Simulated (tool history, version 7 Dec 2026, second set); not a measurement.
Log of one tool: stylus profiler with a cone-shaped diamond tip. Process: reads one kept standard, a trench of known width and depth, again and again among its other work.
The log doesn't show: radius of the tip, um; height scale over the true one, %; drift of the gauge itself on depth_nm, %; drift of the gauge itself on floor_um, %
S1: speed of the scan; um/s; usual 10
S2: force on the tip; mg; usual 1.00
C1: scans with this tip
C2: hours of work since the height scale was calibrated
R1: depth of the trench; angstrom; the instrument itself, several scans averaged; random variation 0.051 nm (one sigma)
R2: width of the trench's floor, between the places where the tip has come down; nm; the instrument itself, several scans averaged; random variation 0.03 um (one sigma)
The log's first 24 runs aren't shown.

Run 25, hour 298.3: usual settings but S1 5 um/s; C1 1811; C2 213. Result: R1 1003.2 angstrom, R2 48420 nm.
Run 26, hour 313.7: usual settings but S1 40 um/s, S2 0.35 mg; C1 1892; C2 223. Result: R1 1001.6 angstrom, R2 48060 nm.
Run 27, hour 327.7: usual settings but S1 40 um/s, S2 0.35 mg; C1 1966; C2 231. Result: R1 1001.9 angstrom, R2 47980 nm.
Run 28, hour 339.7: usual settings but S1 35 um/s, S2 0.86 mg; C1 2029; C2 239. Result: R1 1002.9 angstrom, R2 48280 nm.
Run 29, hour 349.9: usual settings but S1 39 um/s, S2 2.17 mg; C1 2083; C2 245. Result: R1 1004.3 angstrom, R2 48240 nm.
Run 30, hour 361.2: usual settings but S1 39 um/s, S2 2.17 mg; C1 2142; C2 252. Result: R1 1004.7 angstrom, R2 48270 nm.
Run 31, hour 379.9: usual settings but S1 30 um/s; C1 2241; C2 264. Result: R1 1003.1 angstrom, R2 48230 nm.
Run 32, hour 393.1: usual settings but S1 19 um/s, S2 0.83 mg; C1 2310; C2 272. Result: R1 1002.2 angstrom, R2 48350 nm.
Run 33, hour 405.9: usual settings but S1 19 um/s, S2 0.83 mg; C1 2377; C2 280. Result: R1 1001.7 angstrom, R2 48350 nm.
Run 34, hour 423.6: usual settings but S1 19 um/s, S2 0.83 mg; C1 2471; C2 291. Result: R1 1002.3 angstrom, R2 48280 nm.
Run 35, hour 439.2: usual settings but S1 19 um/s, S2 0.83 mg; C1 2552; C2 301. Result: R1 1002.0 angstrom, R2 48340 nm.
Run 36, hour 451.2: usual settings but S1 19 um/s, S2 0.83 mg; C1 2616; C2 308. Result: R1 1001.4 angstrom, R2 48290 nm.
Run 37, hour 463.1: usual settings but S1 19 um/s, S2 0.83 mg; C1 2678; C2 315. Result: R1 1001.8 angstrom, R2 48300 nm.
Run 38, hour 475.3: usual settings but S2 1.19 mg; C1 2742; C2 323. Result: R1 1002.8 angstrom, R2 48350 nm.
Run 39, hour 483.2: usual settings but S1 6 um/s, S2 1.53 mg; C1 2784; C2 328. Result: R1 1003.0 angstrom, R2 48360 nm.
Run 40, hour 495.2: usual settings but S1 4 um/s, S2 2.85 mg; C1 2847; C2 335. Result: R1 1006.2 angstrom, R2 48390 nm.
Run 41, hour 512.1: usual settings but S1 4 um/s, S2 2.85 mg; C1 2936; C2 346. Result: R1 1005.3 angstrom, R2 48390 nm.
Run 42, hour 529.0: usual settings but S2 1.92 mg; C1 3025; C2 356. Result: R1 1003.5 angstrom, R2 48330 nm.
Run 43, hour 541.6: usual settings but S1 2 um/s, S2 0.59 mg; C1 3091; C2 364. Result: R1 1001.4 angstrom, R2 48410 nm.
Run 44, hour 558.9: usual settings but S1 39 um/s, S2 1.14 mg; C1 3182; C2 375. Result: R1 1003.0 angstrom, R2 48140 nm.
Run 45, hour 573.6: usual settings but S1 20 um/s, S2 0.74 mg; C1 3259; C2 384. Result: R1 1002.7 angstrom, R2 48300 nm.
Run 46, hour 586.6: usual settings but S1 5 um/s, S2 0.72 mg; C1 3328; C2 392. Result: R1 1001.1 angstrom, R2 48390 nm.

4 ways to go on from here, each from the tool as it stands after run 46. What would each give?
Run A, hour 605.5: usual settings but S1 24 um/s, S2 0.34 mg; C1 3427; C2 404. Result: R1 ?, R2 ?.
Run B, hour 605.5: usual settings but S1 13 um/s, S2 1.44 mg; C1 3427; C2 404. Result: R1 ?, R2 ?.
Run C, hour 605.5: usual settings but S1 27 um/s, S2 0.68 mg; C1 3427; C2 404. Result: R1 ?, R2 ?.
Run D, hour 605.5: usual settings but S1 3 um/s, S2 0.80 mg; C1 3427; C2 404. Result: R1 ?, R2 ?.

run      R1     R2
  A  1000.3  48080
  B  1002.9  48280
  C  1002.1  48130
  D  1001.3  48290
Without the tool's hidden state the same runs would have given:
run      R1     R2
  A  1001.0  48310
  B  1003.6  48510
  C  1002.7  48360
  D  1002.0  48520

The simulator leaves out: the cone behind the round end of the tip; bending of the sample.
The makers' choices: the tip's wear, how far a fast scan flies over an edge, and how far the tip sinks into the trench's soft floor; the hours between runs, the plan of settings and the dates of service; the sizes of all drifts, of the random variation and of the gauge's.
